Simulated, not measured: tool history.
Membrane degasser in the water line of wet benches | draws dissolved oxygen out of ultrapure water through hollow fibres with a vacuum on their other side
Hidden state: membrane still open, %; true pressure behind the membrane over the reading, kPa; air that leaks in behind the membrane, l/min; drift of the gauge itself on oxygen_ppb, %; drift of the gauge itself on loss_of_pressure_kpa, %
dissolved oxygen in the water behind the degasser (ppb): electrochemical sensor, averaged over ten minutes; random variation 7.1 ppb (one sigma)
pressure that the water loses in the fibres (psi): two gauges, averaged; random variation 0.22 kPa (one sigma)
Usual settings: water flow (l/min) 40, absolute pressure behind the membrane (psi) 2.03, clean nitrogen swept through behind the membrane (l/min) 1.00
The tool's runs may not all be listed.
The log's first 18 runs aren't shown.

run	hour	water flow (l/min)	absolute pressure behind the membrane (psi)	clean nitrogen swept through behind the membrane (l/min)	hours since the membrane was changed	hours since the vacuum gauge was calibrated	hours since the vacuum lines were made tight	dissolved oxygen in the water behind the degasser (ppb)	pressure that the water loses in the fibres (psi)
19	1592.3	30	1.97	1.73	3745	194	565	455.4	6.215
20	1675.8	30	1.97	1.73	3828	277	648	462.7	6.245
21	1750.4	30	1.97	1.73	3903	352	723	458.5	6.218
22	1835.4	40	1.61	0.91	3988	437	808	772.0	8.334
23	1917.9	53	1.52	1.63	4070	519	890	723.3	11.084
24	2040.0	53	1.52	1.63	4192	641	1012	716.5	11.139
25	2132.2	53	1.52	0.50	4285	734	1104	1286.3	11.087
26	2246.3	53	1.52	0.50	4399	848	1218	1308.5	11.140
27	2340.3	33	2.58	2.41	4493	942	1312	532.7	6.897
28	2436.4	59	2.58	1.95	4589	1038	1409	1134.6	12.363
29	2534.3	34	4.02	0.48	4687	1136	1506	2363.0	7.118
30	2658.7	29	1.23	0.59	4811	1260	1631	541.3	6.122
31	2755.1	29	3.03	0.59	4908	1357	1727	1509.8	6.108

Forecast each of these 5 alternatives for the next run:
A	2843.4	25	1.54	2.66	4996	1445	1816	?	?
B	2843.4	47	3.03	1.97	4996	1445	1816	?	?
C	2843.4	40	3.87	1.00	4996	1445	1816	?	?
D	2843.4	29	1.52	0.59	4996	1445	1816	?	?
E	2843.4	42	4.35	2.71	4996	1445	1816	?	?

run	dissolved oxygen in the water behind the degasser (ppb)	pressure that the water loses in the fibres (psi)
A	209.3	5.271
B	1030.1	9.973
C	1702.0	8.448
D	715.1	6.089
E	1012.2	8.855
Without the tool's hidden state the same runs would have given:
run	dissolved oxygen in the water behind the degasser (ppb)	pressure that the water loses in the fibres (psi)
A	193.6	4.934
B	984.8	9.336
C	1670.6	7.910
D	693.6	5.697
E	973.3	8.289

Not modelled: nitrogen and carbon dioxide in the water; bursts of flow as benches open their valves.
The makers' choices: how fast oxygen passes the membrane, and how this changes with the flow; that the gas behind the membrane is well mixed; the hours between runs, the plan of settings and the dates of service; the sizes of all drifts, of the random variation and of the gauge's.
